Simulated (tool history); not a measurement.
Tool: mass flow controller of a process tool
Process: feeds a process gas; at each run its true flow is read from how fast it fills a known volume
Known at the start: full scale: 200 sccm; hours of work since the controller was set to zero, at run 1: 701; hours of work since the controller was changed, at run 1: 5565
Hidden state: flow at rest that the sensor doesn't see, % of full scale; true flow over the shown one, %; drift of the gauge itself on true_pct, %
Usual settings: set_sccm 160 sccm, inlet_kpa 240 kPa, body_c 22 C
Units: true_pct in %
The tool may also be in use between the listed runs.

run	hour	set_sccm	inlet_kpa	body_c	hours of work since the controller was set to zero	hours of work since the controller was changed	true_pct
1	0	160	240	22	701	5565	99.26
2	183.2	160	240	22	834	5699	99.55
3	281.2	160	240	28	906	5770	100.11
4	454.9	160	240	28	1032	5896	100.18
5	590.5	160	240	28	1131	5995	100.1
6	756.3	160	240	28	1251	6116	100.4
7	900.1	160	240	28	1356	6220	100.27
8	1029.4	160	240	28	1450	6315	100.4
9	1133.3	160	240	22	1526	6390	99.92
10	1373	160	240	22	1700	6565	99.9
11	1572.7	160	240	22	1845	6710	100.17
12	1694.6	160	240	22	1934	6799	100.1
13	1796.7	160	240	22	2008	6873	100
14	2035.6	160	240	22	2182	7047	100.17
15	2178.8	160	240	22	2286	7151	100.3
16	2391.5	160	240	22	2441	7306	100.41
# hour 2512.6: controller exchanged for a calibrated one
17	2535.5	160	240	22	17	17	100.3
18	2714.2	160	240	22	147	147	100.49
19	2878.6	160	240	22	266	266	100.59
20	3011.6	160	240	22	363	363	100.65
21	3136.1	160	240	22	454	454	100.6
22	3353.9	160	240	22	612	612	100.65
23	3520.6	160	240	22	733	733	100.69
24	3638.2	160	240	22	819	819	100.92
25	3856.1	160	240	22	977	977	101
26	4011.4	160	240	22	1091	1091	100.98
27	4207.5	81	240	33	1233	1233	101.62
28	4325.3	77	218	35	1319	1319	101.83
29	4521.6	175	240	22	1462	1462	101.25
30	4682.5	160	165	22	1579	1579	101.47
# hour 4902.4: gauge calibrated
31	4902.4	118	161	22	1739	1739	99.51
32	5101.5	79	174	22	1884	1884	99.13
33	5313	160	239	22	2038	2038	99.6
34	5463	160	239	22	2147	2147	99.56
35	5572.5	80	237	23	2226	2226	99.31
36	5766.9	80	237	23	2368	2368	99.21
37	5956.9	53	151	20	2506	2506	99.23
38	6125.3	53	151	20	2629	2629	99.23
39	6260.8	160	173	27	2727	2727	100.44
40	6457.5	160	208	29	2870	2870	100.8
41	6576.9	160	208	29	2957	2957	100.81
42	6691.5	44	208	29	3041	3041	100.24
43	6874.9	44	208	29	3174	3174	100.22
44	7057.5	44	208	29	3307	3307	100.31
45	7212.4	157	198	27	3420	3420	100.78
46	7342.2	90	180	21	3514	3514	99.98
47	7503.6	90	180	21	3632	3632	100.21
48	7715.9	160	201	22	3786	3786	100.62

Hidden state or all else? Some run-to-run changes of true_pct, split into what the settings, what came in and random variation would give without the hidden state, and what is left for the hidden state (with any gauge scatter that isn't in both results):
Run 9 -> 10: no setting changed, nothing entered. true_pct -0.02 %: hidden state +0.09, all else -0.11.
Run 13 -> 14: no setting changed, nothing entered. true_pct +0.17 %: hidden state +0.1, all else +0.07.
Run 30 -> 31: set_sccm 160 -> 118, inlet_kpa 165 -> 161, gauge calibrated. true_pct -1.96 %: hidden state -1.89, all else -0.07.
Run 38 -> 39: set_sccm 53 -> 160, inlet_kpa 151 -> 173, body_c 20 -> 27. true_pct +1.21 %: hidden state +0.05, all else +1.16.
Run 45 -> 46: set_sccm 157 -> 90, inlet_kpa 198 -> 180, body_c 27 -> 21. true_pct -0.8 %: hidden state +0.06, all else -0.86.
